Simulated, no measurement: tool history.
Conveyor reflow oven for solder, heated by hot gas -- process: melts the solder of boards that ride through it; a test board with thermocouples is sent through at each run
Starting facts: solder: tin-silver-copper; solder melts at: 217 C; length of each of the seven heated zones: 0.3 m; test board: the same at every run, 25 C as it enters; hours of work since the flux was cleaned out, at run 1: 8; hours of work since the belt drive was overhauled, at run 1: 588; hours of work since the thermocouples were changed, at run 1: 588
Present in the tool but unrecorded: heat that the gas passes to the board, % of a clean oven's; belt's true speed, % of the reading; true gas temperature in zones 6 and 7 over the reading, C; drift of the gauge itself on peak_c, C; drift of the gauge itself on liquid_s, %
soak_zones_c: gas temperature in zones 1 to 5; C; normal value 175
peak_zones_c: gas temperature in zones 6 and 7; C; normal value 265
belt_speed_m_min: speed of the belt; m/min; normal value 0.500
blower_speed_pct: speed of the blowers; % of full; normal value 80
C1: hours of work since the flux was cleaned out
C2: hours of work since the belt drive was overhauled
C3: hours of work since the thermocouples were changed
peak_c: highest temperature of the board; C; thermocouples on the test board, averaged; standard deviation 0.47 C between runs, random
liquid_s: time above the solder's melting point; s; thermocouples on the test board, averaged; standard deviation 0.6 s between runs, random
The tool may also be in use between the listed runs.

run 1 hour=0.0 | soak_zones_c=175 peak_zones_c=265 belt_speed_m_min=0.500 blower_speed_pct=80 | C1=8 C2=588 C3=588 | peak_c=251.0 liquid_s=53.0
run 2 hour=10.4 | soak_zones_c=175 peak_zones_c=265 belt_speed_m_min=0.500 blower_speed_pct=80 | C1=16 C2=596 C3=596 | peak_c=251.2 liquid_s=54.2
run 3 hour=30.4 | soak_zones_c=175 peak_zones_c=265 belt_speed_m_min=0.500 blower_speed_pct=80 | C1=31 C2=611 C3=611 | peak_c=250.2 liquid_s=54.9
run 4 hour=41.6 | soak_zones_c=182 peak_zones_c=265 belt_speed_m_min=0.500 blower_speed_pct=80 | C1=40 C2=620 C3=620 | peak_c=252.4 liquid_s=57.3
run 5 hour=61.7 | soak_zones_c=182 peak_zones_c=265 belt_speed_m_min=0.500 blower_speed_pct=80 | C1=55 C2=635 C3=635 | peak_c=252.0 liquid_s=57.1
run 6 hour=73.0 | soak_zones_c=175 peak_zones_c=265 belt_speed_m_min=0.500 blower_speed_pct=80 | C1=63 C2=643 C3=643 | peak_c=251.1 liquid_s=54.0
run 7 hour=96.5 | soak_zones_c=175 peak_zones_c=265 belt_speed_m_min=0.500 blower_speed_pct=80 | C1=81 C2=661 C3=661 | peak_c=251.4 liquid_s=54.2
run 8 hour=116.9 | soak_zones_c=175 peak_zones_c=265 belt_speed_m_min=0.500 blower_speed_pct=80 | C1=97 C2=677 C3=677 | peak_c=250.8 liquid_s=54.3
run 9 hour=128.5 | soak_zones_c=175 peak_zones_c=265 belt_speed_m_min=0.500 blower_speed_pct=80 | C1=106 C2=686 C3=686 | peak_c=250.4 liquid_s=52.9
run 10 hour=151.6 | soak_zones_c=175 peak_zones_c=265 belt_speed_m_min=0.500 blower_speed_pct=80 | C1=123 C2=703 C3=703 | peak_c=251.2 liquid_s=53.5
run 11 hour=163.0 | soak_zones_c=175 peak_zones_c=270 belt_speed_m_min=0.500 blower_speed_pct=80 | C1=132 C2=712 C3=712 | peak_c=255.0 liquid_s=56.6
run 12 hour=182.9 | soak_zones_c=175 peak_zones_c=270 belt_speed_m_min=0.500 blower_speed_pct=80 | C1=147 C2=727 C3=727 | peak_c=255.5 liquid_s=56.3
run 13 hour=198.9 | soak_zones_c=190 peak_zones_c=265 belt_speed_m_min=0.405 blower_speed_pct=80 | C1=159 C2=739 C3=739 | peak_c=257.0 liquid_s=78.8
run 14 hour=214.8 | soak_zones_c=190 peak_zones_c=265 belt_speed_m_min=0.405 blower_speed_pct=80 | C1=171 C2=751 C3=751 | peak_c=256.7 liquid_s=79.8
run 15 hour=226.6 | soak_zones_c=172 peak_zones_c=265 belt_speed_m_min=0.463 blower_speed_pct=86 | C1=180 C2=760 C3=760 | peak_c=253.2 liquid_s=59.5
run 16 hour=240.6 | soak_zones_c=175 peak_zones_c=265 belt_speed_m_min=0.553 blower_speed_pct=61 | C1=191 C2=771 C3=771 | peak_c=244.7 liquid_s=41.5
run 17 hour=252.4 | soak_zones_c=175 peak_zones_c=265 belt_speed_m_min=0.553 blower_speed_pct=61 | C1=200 C2=780 C3=780 | peak_c=244.2 liquid_s=42.2
run 18 hour=275.3 | soak_zones_c=175 peak_zones_c=277 belt_speed_m_min=0.557 blower_speed_pct=80 | C1=217 C2=797 C3=797 | peak_c=258.8 liquid_s=50.6
run 19 hour=288.8 | soak_zones_c=190 peak_zones_c=265 belt_speed_m_min=0.581 blower_speed_pct=80 | C1=228 C2=808 C3=808 | peak_c=248.9 liquid_s=49.5
run 20 hour=301.0 | soak_zones_c=181 peak_zones_c=265 belt_speed_m_min=0.501 blower_speed_pct=65 | C1=237 C2=817 C3=817 | peak_c=249.3 liquid_s=54.2
run 21 hour=311.5 | soak_zones_c=184 peak_zones_c=265 belt_speed_m_min=0.535 blower_speed_pct=65 | C1=245 C2=825 C3=825 | peak_c=247.7 liquid_s=49.5
run 22 hour=329.3 | soak_zones_c=175 peak_zones_c=277 belt_speed_m_min=0.500 blower_speed_pct=53 | C1=258 C2=838 C3=838 | peak_c=256.1 liquid_s=55.4

Here are 4 independent what-if runs from the current tool condition. What would each one return?
run A hour=339.7 | soak_zones_c=175 peak_zones_c=277 belt_speed_m_min=0.500 blower_speed_pct=53 | C1=266 C2=846 C3=846 | peak_c=? liquid_s=?
run B hour=339.7 | soak_zones_c=184 peak_zones_c=277 belt_speed_m_min=0.500 blower_speed_pct=71 | C1=266 C2=846 C3=846 | peak_c=? liquid_s=?
run C hour=339.7 | soak_zones_c=175 peak_zones_c=254 belt_speed_m_min=0.500 blower_speed_pct=62 | C1=266 C2=846 C3=846 | peak_c=? liquid_s=?
run D hour=339.7 | soak_zones_c=175 peak_zones_c=265 belt_speed_m_min=0.500 blower_speed_pct=63 | C1=266 C2=846 C3=846 | peak_c=? liquid_s=?

run=A peak_c=255.4 liquid_s=56.2
run=B peak_c=261.1 liquid_s=61.5
run=C peak_c=237.9 liquid_s=42.1
run=D peak_c=247.8 liquid_s=49.3
With the hidden condition removed and each run's random variation left untouched, the same runs would have given:
run=A peak_c=255.7 liquid_s=56.4
run=B peak_c=261.4 liquid_s=61.6
run=C peak_c=238.1 liquid_s=42.4
run=D peak_c=248.1 liquid_s=49.5
